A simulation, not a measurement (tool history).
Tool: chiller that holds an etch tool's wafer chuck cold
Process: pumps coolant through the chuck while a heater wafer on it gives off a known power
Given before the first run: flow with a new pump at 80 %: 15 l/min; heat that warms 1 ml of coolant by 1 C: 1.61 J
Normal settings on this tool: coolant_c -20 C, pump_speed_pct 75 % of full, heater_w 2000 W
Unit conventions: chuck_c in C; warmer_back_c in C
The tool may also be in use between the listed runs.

run	hour	coolant_c	pump_speed_pct	heater_w	chuck_c	warmer_back_c
1	0	-20	75	2000	-3.4	5.25
2	96	-20	75	2000	-3.1	5.32
3	188.9	-20	77	2000	-3.6	5.18
4	311.5	-20	75	2611	1.9	6.83
5	407	-20	75	2611	1.7	6.9
6	534.6	-20	75	2611	1.9	6.84
7	600.1	-20	75	2611	1.9	6.81
# hour 664.2: chiller's thermometer calibrated
8	683.5	-23	75	2611	-1.2	6.84
9	793	-23	75	1767	-8.3	4.59
10	864.3	-23	75	1767	-8.3	4.58
11	979.1	-20	75	2892	4.1	7.56
12	1039.2	-20	84	2000	-4.7	4.59
13	1102.6	-20	84	2000	-4.6	4.62
14	1206	-20	100	1912	-6.9	3.6
15	1263.7	-18	61	2777	9.5	9.01
16	1373.2	-16	79	2000	-0.1	4.84
17	1437.1	-11	62	1236	1.1	3.86
18	1531	-20	75	1786	-5.1	4.54
19	1603.7	-17	71	2580	5.6	7.1

Expected results for the next run?
20	1729.7	-17	71	2580	?	?

{"run 20": {"chuck_c": 5.6, "warmer_back_c": 7}}
With no hidden state in the tool, this same run would have given chuck_c 5.5 C, warmer_back_c 7.2 C.
